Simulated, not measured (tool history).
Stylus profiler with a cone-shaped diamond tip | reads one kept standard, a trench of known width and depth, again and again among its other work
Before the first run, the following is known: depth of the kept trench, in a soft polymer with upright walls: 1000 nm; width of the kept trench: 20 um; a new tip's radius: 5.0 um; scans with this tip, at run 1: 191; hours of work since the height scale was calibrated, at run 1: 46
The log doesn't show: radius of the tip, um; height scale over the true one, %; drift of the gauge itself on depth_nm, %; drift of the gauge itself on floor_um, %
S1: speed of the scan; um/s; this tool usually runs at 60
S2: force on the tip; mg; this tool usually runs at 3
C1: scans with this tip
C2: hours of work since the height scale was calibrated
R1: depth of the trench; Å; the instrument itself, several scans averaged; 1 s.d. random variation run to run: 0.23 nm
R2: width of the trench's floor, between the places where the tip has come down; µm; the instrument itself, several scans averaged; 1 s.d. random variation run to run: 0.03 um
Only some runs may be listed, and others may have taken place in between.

| run | hour | S1 | S2 | C1 | C2 | R1 | R2 |
|---|---|---|---|---|---|---|---|
| 1 | 0 | 60 | 3 | 191 | 46 | 10133 | 13.67 |
| 2 | 14.7 | 60 | 3 | 219 | 53 | 10136.3 | 13.67 |
| 3 | 29.1 | 60 | 3 | 246 | 59 | 10135.5 | 13.72 |
| 4 | 41.8 | 79 | 3 | 270 | 65 | 10134.4 | 13.62 |
| 5 | 53.5 | 79 | 3 | 292 | 70 | 10131.6 | 13.6 |
| 6 | 62.3 | 79 | 2.89 | 308 | 74 | 10129.6 | 13.61 |
| 7 | 70.4 | 79 | 2.89 | 323 | 78 | 10132.9 | 13.56 |
| 8 | 87.3 | 79 | 5.43 | 355 | 85 | 10198.5 | 13.71 |
| 9 | 97.3 | 62 | 3 | 374 | 90 | 10134.2 | 13.65 |
| 10 | 112.5 | 62 | 3 | 402 | 97 | 10134.3 | 13.66 |
| 11 | 123.4 | 31 | 3 | 423 | 102 | 10133.2 | 13.83 |
| 12 | 140.1 | 31 | 3 | 454 | 109 | 10134 | 13.73 |
| 13 | 156.1 | 31 | 3 | 484 | 116 | 10132.6 | 13.72 |
| 14 | 174.6 | 60 | 3 | 519 | 125 | 10137.3 | 13.66 |
| 15 | 186.7 | 60 | 3 | 541 | 130 | 10137.5 | 13.64 |
| 16 | 204.2 | 161 | 3 | 574 | 138 | 10137 | 13.14 |
| 17 | 219.1 | 30 | 3 | 602 | 145 | 10136.7 | 13.86 |
| 18 | 236.2 | 28 | 2.44 | 634 | 152 | 10120.4 | 13.77 |
| 19 | 255 | 19 | 5.83 | 669 | 161 | 10212.6 | 13.9 |
| 20 | 266.2 | 19 | 2.12 | 690 | 166 | 10109.8 | 13.84 |
| 21 | 276 | 19 | 2.12 | 709 | 170 | 10111.3 | 13.82 |
| 22 | 285.4 | 17 | 6.71 | 726 | 175 | 10233.3 | 13.83 |
| 23 | 300.8 | 17 | 6.71 | 755 | 182 | 10235.7 | 13.92 |
| 24 | 317.7 | 19 | 1.53 | 787 | 189 | 10093.3 | 13.81 |
| 25 | 334.4 | 16 | 1.53 | 818 | 197 | 10090.7 | 13.8 |
| 26 | 345.4 | 97 | 6.9 | 839 | 202 | 10238 | 13.59 |
| 27 | 355.3 | 97 | 2.57 | 857 | 206 | 10126.2 | 13.39 |
| 28 | 369.2 | 97 | 2.57 | 883 | 212 | 10128.6 | 13.44 |
| 29 | 380.1 | 97 | 2.57 | 904 | 217 | 10132.1 | 13.43 |
| 30 | 397.9 | 22 | 3 | 937 | 225 | 10140.1 | 13.82 |
| 31 | 410 | 76 | 6.62 | 960 | 231 | 10233.8 | 13.66 |
| 32 | 427.1 | 76 | 6.62 | 992 | 238 | 10234.9 | 13.63 |

Forecast each of these 5 alternatives for the next run:
| A | 443.6 | 53 | 3.7 | 1023 | 246 | ? | ? |
| B | 443.6 | 105 | 1.34 | 1023 | 246 | ? | ? |
| C | 443.6 | 25 | 3.24 | 1023 | 246 | ? | ? |
| D | 443.6 | 17 | 1.92 | 1023 | 246 | ? | ? |
| E | 443.6 | 152 | 5.58 | 1023 | 246 | ? | ? |

| run | R1 | R2 |
|---|---|---|
| A | 10161.8 | 13.66 |
| B | 10085.1 | 13.07 |
| C | 10144 | 13.8 |
| D | 10107.3 | 13.76 |
| E | 10210.2 | 13.34 |
Without the tool's unlogged condition, the same runs would have read:
| run | R1 | R2 |
|---|---|---|
| A | 10153.7 | 13.77 |
| B | 10077.1 | 13.18 |
| C | 10136 | 13.91 |
| D | 10099.3 | 13.87 |
| E | 10202.1 | 13.45 |
